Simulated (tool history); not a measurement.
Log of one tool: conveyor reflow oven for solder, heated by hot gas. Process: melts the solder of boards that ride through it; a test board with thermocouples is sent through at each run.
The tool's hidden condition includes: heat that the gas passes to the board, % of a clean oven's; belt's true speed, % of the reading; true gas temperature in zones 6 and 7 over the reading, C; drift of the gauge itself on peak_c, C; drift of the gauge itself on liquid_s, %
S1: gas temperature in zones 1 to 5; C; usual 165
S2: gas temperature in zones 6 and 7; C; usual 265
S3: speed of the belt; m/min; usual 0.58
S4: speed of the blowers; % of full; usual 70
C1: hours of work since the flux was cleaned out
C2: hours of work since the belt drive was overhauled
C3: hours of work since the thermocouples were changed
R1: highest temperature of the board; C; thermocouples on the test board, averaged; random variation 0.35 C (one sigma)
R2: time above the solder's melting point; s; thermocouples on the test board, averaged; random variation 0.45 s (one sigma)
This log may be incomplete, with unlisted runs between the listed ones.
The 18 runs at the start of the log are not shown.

run    hour   S1   S2     S3  S4   C1   C2   C3     R1    R2
      991.5  -- belt drive overhauled, speed set with a stopwatch, once more
 19  1043.1  150  277  0.589  56  344   33  149  256.8  49.5
 20  1080.9  150  277  0.589  56  368   56  172  256.9  50.4
     1117.7  -- flux residue cleaned out of gas plates and filters
 21  1150.8  150  277  0.634  56   21   97  213  256.5  45.8
 22  1203.4  165  265   0.58  72   54  131  247  253.8  54.8
 23  1241.7  165  265   0.58  72   78  155  271  254.6  54.7
 24  1320.1  166  265   0.58  84  128  204  320  256.2  55.9
 25  1384.8  164  275   0.58  61  169  245  361  261.2  57.6
 26    1432  173  275  0.497  55  199  275  391    266  74.8
 27  1478.3  170  279   0.58  70  228  304  420  267.8  62.4
 28    1556  160  266   0.58  73  277  354  470  254.4  53.1
 29  1591.2  179  266  0.596  73  299  376  492  256.1  58.3
 30  1641.1  165  265   0.58  66  331  407  523  252.7  53.3

Here are 3 independent what-if runs from the current tool condition. What would each one return?
  A  1715.8  165  267  0.673  80  378  455  571   ?   ?
  B  1715.8  176  265   0.65  66  378  455  571   ?   ?
  C  1715.8  165  265  0.534  87  378  455  571   ?   ?

run     R1    R2
  A  252.3  44.5
  B  250.8  49.3
  C  257.8    62
Take away the tool's hidden state, keep each run's random variation, and the runs would have read:
run     R1    R2
  A  252.9  44.9
  B  250.9  49.3
  C  257.7  61.8
